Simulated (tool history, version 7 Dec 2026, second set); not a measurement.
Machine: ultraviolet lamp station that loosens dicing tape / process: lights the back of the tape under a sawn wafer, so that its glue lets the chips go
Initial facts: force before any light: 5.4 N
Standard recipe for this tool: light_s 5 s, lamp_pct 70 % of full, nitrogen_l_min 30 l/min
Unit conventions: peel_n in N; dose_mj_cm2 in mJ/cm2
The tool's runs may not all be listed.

run 1 hour=0.0 | light_s=5 lamp_pct=70 nitrogen_l_min=30 | peel_n=0.432 dose_mj_cm2=355
run 2 hour=9.9 | light_s=5 lamp_pct=70 nitrogen_l_min=30 | peel_n=0.419 dose_mj_cm2=354
run 3 hour=27.5 | light_s=5 lamp_pct=70 nitrogen_l_min=49 | peel_n=0.348 dose_mj_cm2=353
run 4 hour=40.1 | light_s=5 lamp_pct=70 nitrogen_l_min=49 | peel_n=0.341 dose_mj_cm2=357
run 5 hour=56.1 | light_s=5 lamp_pct=70 nitrogen_l_min=34 | peel_n=0.405 dose_mj_cm2=353
run 6 hour=68.6 | light_s=5 lamp_pct=70 nitrogen_l_min=34 | peel_n=0.402 dose_mj_cm2=350
run 7 hour=77.7 | light_s=5 lamp_pct=70 nitrogen_l_min=34 | peel_n=0.406 dose_mj_cm2=355
run 8 hour=87.3 | light_s=5 lamp_pct=70 nitrogen_l_min=34 | peel_n=0.403 dose_mj_cm2=355
-- hour=94.0 window cleaned of glue's vapour
run 9 hour=99.8 | light_s=5 lamp_pct=70 nitrogen_l_min=36 | peel_n=0.394 dose_mj_cm2=357
run 10 hour=115.1 | light_s=5 lamp_pct=70 nitrogen_l_min=54 | peel_n=0.330 dose_mj_cm2=358
run 11 hour=132.9 | light_s=5 lamp_pct=70 nitrogen_l_min=40 | peel_n=0.392 dose_mj_cm2=361
run 12 hour=150.4 | light_s=5 lamp_pct=70 nitrogen_l_min=40 | peel_n=0.369 dose_mj_cm2=352
run 13 hour=170.1 | light_s=5 lamp_pct=84 nitrogen_l_min=40 | peel_n=0.262 dose_mj_cm2=427
run 14 hour=178.5 | light_s=5 lamp_pct=84 nitrogen_l_min=40 | peel_n=0.257 dose_mj_cm2=427
run 15 hour=188.1 | light_s=5 lamp_pct=84 nitrogen_l_min=40 | peel_n=0.256 dose_mj_cm2=427
run 16 hour=207.6 | light_s=5 lamp_pct=84 nitrogen_l_min=40 | peel_n=0.267 dose_mj_cm2=426
run 17 hour=220.1 | light_s=5 lamp_pct=70 nitrogen_l_min=30 | peel_n=0.411 dose_mj_cm2=354
run 18 hour=237.0 | light_s=5 lamp_pct=70 nitrogen_l_min=30 | peel_n=0.438 dose_mj_cm2=355
run 19 hour=253.4 | light_s=5 lamp_pct=70 nitrogen_l_min=17 | peel_n=0.605 dose_mj_cm2=355
run 20 hour=267.0 | light_s=5 lamp_pct=70 nitrogen_l_min=44 | peel_n=0.363 dose_mj_cm2=356
run 21 hour=282.0 | light_s=5 lamp_pct=70 nitrogen_l_min=30 | peel_n=0.434 dose_mj_cm2=353
run 22 hour=292.6 | light_s=5 lamp_pct=70 nitrogen_l_min=25 | peel_n=0.486 dose_mj_cm2=354
run 23 hour=313.3 | light_s=5 lamp_pct=70 nitrogen_l_min=25 | peel_n=0.469 dose_mj_cm2=355
run 24 hour=326.7 | light_s=5 lamp_pct=70 nitrogen_l_min=25 | peel_n=0.471 dose_mj_cm2=357
run 25 hour=341.0 | light_s=5 lamp_pct=70 nitrogen_l_min=25 | peel_n=0.491 dose_mj_cm2=354
run 26 hour=360.4 | light_s=5 lamp_pct=70 nitrogen_l_min=25 | peel_n=0.476 dose_mj_cm2=352
run 27 hour=368.8 | light_s=2 lamp_pct=88 nitrogen_l_min=9 | peel_n=2.094 dose_mj_cm2=178

Expected results for the next run?
run 28 hour=386.9 | light_s=3 lamp_pct=88 nitrogen_l_min=47 | peel_n=? dose_mj_cm2=?

{"run 28": {"peel_n": 0.618, "dose_mj_cm2": 261}}
With no hidden state in the tool, this same run would have given peel_n 0.616 N, dose_mj_cm2 262 mJ/cm2.
